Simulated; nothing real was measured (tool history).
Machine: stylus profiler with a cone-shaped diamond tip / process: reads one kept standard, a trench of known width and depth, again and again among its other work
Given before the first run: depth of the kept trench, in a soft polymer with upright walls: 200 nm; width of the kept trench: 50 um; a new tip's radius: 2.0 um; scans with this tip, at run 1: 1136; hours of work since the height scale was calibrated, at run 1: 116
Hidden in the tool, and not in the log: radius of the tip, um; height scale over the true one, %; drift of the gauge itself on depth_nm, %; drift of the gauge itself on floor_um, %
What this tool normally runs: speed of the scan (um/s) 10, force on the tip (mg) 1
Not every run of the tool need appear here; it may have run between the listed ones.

run    day  speed of the scan (um/s)  force on the tip (mg)  scans with this tip  hours of work since the height scale was calibrated  depth of the trench (angstrom)  width of the trench's floor (um)
  1      0                        10                      1                 1136                                                  116                          2013.8                              48.2
  2    0.6                        10                      1                 1198                                                  122                          2014.2                             48.24
  3  1.033                        10                      1                 1242                                                  127                          2015.2                             48.21
  4  1.646                        10                      1                 1305                                                  133                          2013.9                             48.19
  5  2.404                        10                      1                 1383                                                  141                          2014.8                             48.21
  6  3.246                        10                      1                 1469                                                  150                          2014.5                             48.16
  7  3.758                        10                   2.51                 1522                                                  156                          2025.2                             48.25
  8  4.154                         9                   1.11                 1562                                                  160                          2016.4                             48.21
  9  5.029                        10                   2.29                 1652                                                  169                          2024.3                             48.25
 10  5.812                         6                   0.86                 1732                                                  177                          2014.3                             48.17
 11  6.317                         9                   1.31                 1784                                                  182                          2017.3                             48.21

What if the next run were any one of these 5? Each begins from the tool's condition after run 11:
  A  7.079                         2                   0.34                 1862                                                  190                               ?                                 ?
  B  7.079                         8                   0.87                 1862                                                  190                               ?                                 ?
  C  7.079                        30                    0.9                 1862                                                  190                               ?                                 ?
  D  7.079                         4                   1.41                 1862                                                  190                               ?                                 ?
  E  7.079                        12                   0.33                 1862                                                  190                               ?                                 ?

run  depth of the trench (angstrom)  width of the trench's floor (um)
  A                          2007.1                             48.21
  B                          2011.6                              48.2
  C                          2012.7                             48.08
  D                          2019.4                             48.24
  E                          2006.1                             48.16
Without the tool's hidden state the same runs would have given:
run  depth of the trench (angstrom)  width of the trench's floor (um)
  A                          2005.5                             48.23
  B                            2010                             48.23
  C                          2011.1                              48.1
  D                          2017.8                             48.26
  E                          2004.5                             48.19
